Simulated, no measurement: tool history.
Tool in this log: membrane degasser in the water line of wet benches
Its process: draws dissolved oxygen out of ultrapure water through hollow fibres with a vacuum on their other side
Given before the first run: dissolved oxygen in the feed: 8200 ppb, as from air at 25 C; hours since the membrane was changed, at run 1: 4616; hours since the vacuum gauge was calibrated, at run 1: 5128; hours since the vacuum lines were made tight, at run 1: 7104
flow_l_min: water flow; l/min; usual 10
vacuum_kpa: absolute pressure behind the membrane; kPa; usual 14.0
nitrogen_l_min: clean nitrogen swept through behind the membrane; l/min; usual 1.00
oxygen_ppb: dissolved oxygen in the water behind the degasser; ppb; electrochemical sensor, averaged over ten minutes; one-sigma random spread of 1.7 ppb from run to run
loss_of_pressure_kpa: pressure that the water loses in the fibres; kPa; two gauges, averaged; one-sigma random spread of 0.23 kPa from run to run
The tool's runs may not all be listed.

run,day,flow_l_min,vacuum_kpa,nitrogen_l_min,hours since the membrane was changed,hours since the vacuum gauge was calibrated,hours since the vacuum lines were made tight,oxygen_ppb,loss_of_pressure_kpa
1,0.000,10,14.0,1.00,4616,5128,7104,255.5,59.81
2,3.500,10,14.0,1.00,4700,5212,7188,254.6,59.32
3,6.067,10,14.0,1.00,4762,5274,7250,255.9,60.21
4,8.496,10,14.0,1.00,4820,5332,7308,254.9,59.40
5,12.121,10,14.0,1.00,4907,5419,7395,253.2,59.49
6,16.546,10,14.0,1.00,5013,5525,7501,257.8,59.28
7,20.654,10,14.0,1.00,5112,5624,7600,254.6,59.48
8,24.075,10,14.0,1.00,5194,5706,7682,256.6,59.22
# day 27.867: seals of the vacuum lines changed
9,28.346,10,14.0,1.00,5295,5806,11,255.7,59.39
10,31.112,10,14.0,1.00,5361,5873,78,255.6,59.00
11,34.083,8,9.3,2.49,5432,5944,149,50.9,47.56
12,38.371,8,9.3,1.83,5535,6047,252,68.5,47.07
13,42.908,8,9.3,1.83,5644,6156,361,67.2,46.98
14,46.229,8,14.3,0.87,5724,6235,441,241.5,47.10
15,48.375,7,15.7,1.68,5775,6287,492,128.1,41.46
16,50.992,13,14.0,2.35,5838,6350,555,164.0,76.44
17,55.525,13,14.0,2.35,5947,6459,664,163.8,76.55
18,60.162,13,14.0,2.35,6058,6570,775,163.4,76.19
19,65.021,13,14.0,2.35,6175,6686,892,163.7,76.00
20,67.733,7,14.0,2.35,6240,6752,957,80.1,41.00

Alternative continuations, all from the tool just after run 20; predict every row:
A,72.650,15,20.1,2.08,6358,6870,1075,?,?
B,72.650,7,23.9,2.35,6358,6870,1075,?,?
C,72.650,10,10.7,1.14,6358,6870,1075,?,?
D,72.650,6,14.0,2.67,6358,6870,1075,?,?

run,oxygen_ppb,loss_of_pressure_kpa
A,317.3,88.03
B,150.6,41.19
C,161.5,58.25
D,60.8,34.98
Without the tool's unlogged condition, the same runs would have read:
run,oxygen_ppb,loss_of_pressure_kpa
A,317.1,89.65
B,150.5,41.94
C,161.4,59.32
D,60.7,35.63
